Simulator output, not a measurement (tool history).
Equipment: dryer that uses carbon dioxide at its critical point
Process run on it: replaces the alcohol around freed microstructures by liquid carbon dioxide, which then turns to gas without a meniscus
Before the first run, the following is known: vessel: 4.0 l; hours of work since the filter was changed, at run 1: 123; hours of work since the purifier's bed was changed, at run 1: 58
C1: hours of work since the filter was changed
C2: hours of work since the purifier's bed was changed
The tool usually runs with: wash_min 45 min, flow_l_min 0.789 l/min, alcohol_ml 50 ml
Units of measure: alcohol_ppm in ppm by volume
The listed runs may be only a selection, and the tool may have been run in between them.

Run 1, hour 0: usual settings; C1 123; C2 58. Result: alcohol_ppm 17 ppm by volume.
Run 2, hour 30.7: usual settings but wash_min 44 min; C1 141; C2 76. Result: alcohol_ppm 20 ppm by volume.
Run 3, hour 67.2: usual settings; C1 162; C2 97. Result: alcohol_ppm 26 ppm by volume.
Run 4, hour 87.9: usual settings; C1 174; C2 109. Result: alcohol_ppm 32 ppm by volume.
At hour 94.5: inlet filter changed.
Run 5, hour 125.5: usual settings; C1 18; C2 131. Result: alcohol_ppm 29 ppm by volume.
Run 6, hour 141.1: usual settings but flow_l_min 0.483 l/min; C1 27; C2 140. Result: alcohol_ppm 110 ppm by volume.
Run 7, hour 167.3: usual settings but flow_l_min 0.483 l/min; C1 43; C2 155. Result: alcohol_ppm 129 ppm by volume.
Run 8, hour 192.7: usual settings; C1 58; C2 170. Result: alcohol_ppm 38 ppm by volume.
Run 9, hour 220.1: usual settings; C1 74; C2 186. Result: alcohol_ppm 38 ppm by volume.
Run 10, hour 236.8: usual settings; C1 83; C2 196. Result: alcohol_ppm 36 ppm by volume.
Run 11, hour 262.2: usual settings; C1 98; C2 211. Result: alcohol_ppm 35 ppm by volume.
Run 12, hour 281.9: usual settings but flow_l_min 0.595 l/min; C1 110; C2 223. Result: alcohol_ppm 80 ppm by volume.
Run 13, hour 318.9: usual settings; C1 132; C2 244. Result: alcohol_ppm 41 ppm by volume.
Run 14, hour 335.7: usual settings; C1 141; C2 254. Result: alcohol_ppm 50 ppm by volume.
Run 15, hour 354.1: usual settings; C1 152; C2 265. Result: alcohol_ppm 51 ppm by volume.
Run 16, hour 385.3: usual settings; C1 171; C2 283. Result: alcohol_ppm 43 ppm by volume.
At hour 398: inlet filter changed.
Run 17, hour 401.5: usual settings; C1 2; C2 292. Result: alcohol_ppm 62 ppm by volume.

Run 18, settings as shown, results not yet in. Your forecast:
Run 18, hour 427.9: usual settings; C1 18; C2 308. Result: alcohol_ppm ?.

Run 18 gave alcohol_ppm 48 ppm by volume.
Were there no unlogged condition in the tool, this run, its random variation unchanged, would have produced alcohol_ppm 1 ppm by volume.
